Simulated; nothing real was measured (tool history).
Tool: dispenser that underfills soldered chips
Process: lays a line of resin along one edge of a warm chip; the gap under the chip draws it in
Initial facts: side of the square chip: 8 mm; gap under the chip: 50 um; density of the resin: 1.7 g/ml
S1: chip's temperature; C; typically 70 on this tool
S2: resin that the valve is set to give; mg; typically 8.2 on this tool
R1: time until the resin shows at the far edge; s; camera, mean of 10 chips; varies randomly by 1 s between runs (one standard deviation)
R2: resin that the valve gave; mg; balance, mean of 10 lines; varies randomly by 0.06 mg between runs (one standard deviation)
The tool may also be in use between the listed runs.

| run | day | S1 | S2 | R1 | R2 |
|---|---|---|---|---|---|
| 1 | 0 | 70 | 8.2 | 164.9 | 7.53 |
|  | 0.2 | new syringe of resin |
| 2 | 0.233 | 78 | 8.2 | 80.9 | 7.54 |
| 3 | 0.433 | 78 | 8.2 | 95.7 | 7.57 |
| 4 | 0.612 | 70 | 8.2 | 153.4 | 7.37 |
| 5 | 0.762 | 70 | 8.2 | 176.6 | 7.47 |
|  | 0.892 | new syringe of resin |
| 6 | 0.892 | 70 | 8.2 | 101.5 | 7.42 |
|  | 1.062 | dispensing valve cleaned and set on the balance |
| 7 | 1.129 | 58 | 8.2 | 182 | 8.23 |
| 8 | 1.275 | 58 | 8.2 | 212.2 | 8.22 |
| 9 | 1.538 | 58 | 8.2 | 275.4 | 8.14 |
|  | 1.621 | new syringe of resin |
| 10 | 1.662 | 58 | 8.2 | 156.4 | 8.05 |
| 11 | 1.821 | 58 | 8.2 | 188.1 | 8.04 |
| 12 | 2 | 56 | 8.2 | 239.4 | 8.17 |
| 13 | 2.192 | 62 | 8.2 | 234.3 | 8.04 |
|  | 2.308 | new syringe of resin |
| 14 | 2.325 | 62 | 8.2 | 134.2 | 7.96 |
| 15 | 2.479 | 63 | 7.02 | 154.5 | 6.96 |
| 16 | 2.708 | 63 | 7.02 | 197.4 | 6.88 |
| 17 | 2.883 | 63 | 8.17 | 220.2 | 7.99 |
|  | 3.004 | new syringe of resin |
| 18 | 3.017 | 71 | 8.17 | 96.5 | 8.01 |
| 19 | 3.179 | 69 | 8.22 | 121.7 | 7.99 |
| 20 | 3.45 | 69 | 8.22 | 158.8 | 7.98 |

Run 21, settings as shown, results not yet in. Your forecast:
|  | 3.704 | new syringe of resin |
| 21 | 3.717 | 65 | 10.15 | ? | ? |

Run 21 gave R1 115.8 s, R2 9.66 mg.
On a tool with no hidden condition, and with the same random variation, this run would have come out at R1 116.4 s, R2 10.04 mg.
